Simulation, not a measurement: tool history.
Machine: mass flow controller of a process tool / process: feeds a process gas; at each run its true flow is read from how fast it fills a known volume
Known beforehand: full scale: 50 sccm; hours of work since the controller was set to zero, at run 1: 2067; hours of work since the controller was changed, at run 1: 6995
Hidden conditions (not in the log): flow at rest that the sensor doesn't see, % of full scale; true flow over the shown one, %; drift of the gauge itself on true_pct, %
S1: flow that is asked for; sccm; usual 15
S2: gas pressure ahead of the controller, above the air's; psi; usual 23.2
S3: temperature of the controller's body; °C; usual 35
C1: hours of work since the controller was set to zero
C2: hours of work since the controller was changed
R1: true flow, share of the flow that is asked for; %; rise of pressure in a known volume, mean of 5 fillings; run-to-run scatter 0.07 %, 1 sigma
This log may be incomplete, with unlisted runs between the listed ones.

run,day,S1,S2,S3,C1,C2,R1
1,0.000,15,23.2,35,2067,6995,98.28
2,16.475,15,23.2,27,2365,7293,98.68
3,31.146,15,23.2,27,2631,7559,98.72
4,42.171,15,23.2,35,2831,7759,98.19
5,58.700,15,23.2,35,3131,8059,98.30
6,68.842,15,23.2,35,3315,8243,98.41
7,82.304,15,23.2,35,3559,8487,98.39
8,96.262,15,23.2,35,3812,8740,98.37
9,107.429,11,23.2,35,4015,8943,98.29
10,125.946,11,23.2,35,4350,9278,98.07
11,141.567,11,23.2,35,4634,9562,98.36
# day 151.567: controller's zero set anew
12,154.967,11,23.2,35,62,9804,98.47
13,168.688,15,23.2,35,310,10053,98.52
14,184.662,15,23.2,25,600,10343,99.22
15,202.646,15,23.2,39,926,10669,98.43
16,218.371,15,23.2,39,1211,10954,98.36
17,239.642,15,23.2,30,1597,11340,98.98
18,254.729,15,23.2,30,1871,11613,99.14
19,265.888,15,23.2,30,2073,11815,99.04
20,281.971,15,23.2,30,2365,12107,99.02
# day 291.138: controller exchanged for a calibrated one
21,302.562,15,23.2,28,207,207,99.13
22,319.892,15,23.2,35,521,521,98.70
23,336.854,15,23.2,35,829,829,98.78
24,350.750,15,23.2,35,1081,1081,98.89
25,365.408,15,35.8,31,1347,1347,98.82
26,379.246,15,38.3,27,1598,1598,98.96
27,388.579,15,38.3,27,1767,1767,98.99
28,405.417,15,38.3,27,2072,2072,99.07
29,423.517,15,38.3,27,2400,2400,99.23
30,433.350,15,30.3,21,2579,2579,99.55
31,455.442,15,25.5,34,2979,2979,99.00
32,471.638,11,21.6,32,3273,3273,99.08
33,485.900,11,21.6,32,3532,3532,99.07
34,496.612,22,23.1,32,3726,3726,99.54
35,508.808,22,23.1,32,3947,3947,99.61
36,518.925,15,26.3,29,4130,4130,99.38
37,539.292,17,35.1,28,4500,4500,99.38
# day 556.804: controller's zero set anew
38,556.925,17,35.0,35,2,4819,99.02
39,573.154,15,33.4,35,297,5113,98.91
40,589.942,13,36.7,35,601,5418,98.97

Estimate the outcome of run 41 from the log above:
# day 606.233: gauge calibrated
41,610.396,13,36.7,35,972,5789,?

{"run 41": {"R1": 97.86}}
With the hidden condition absent and the run-to-run variation left alone, this run would have shown R1 97.84 %.
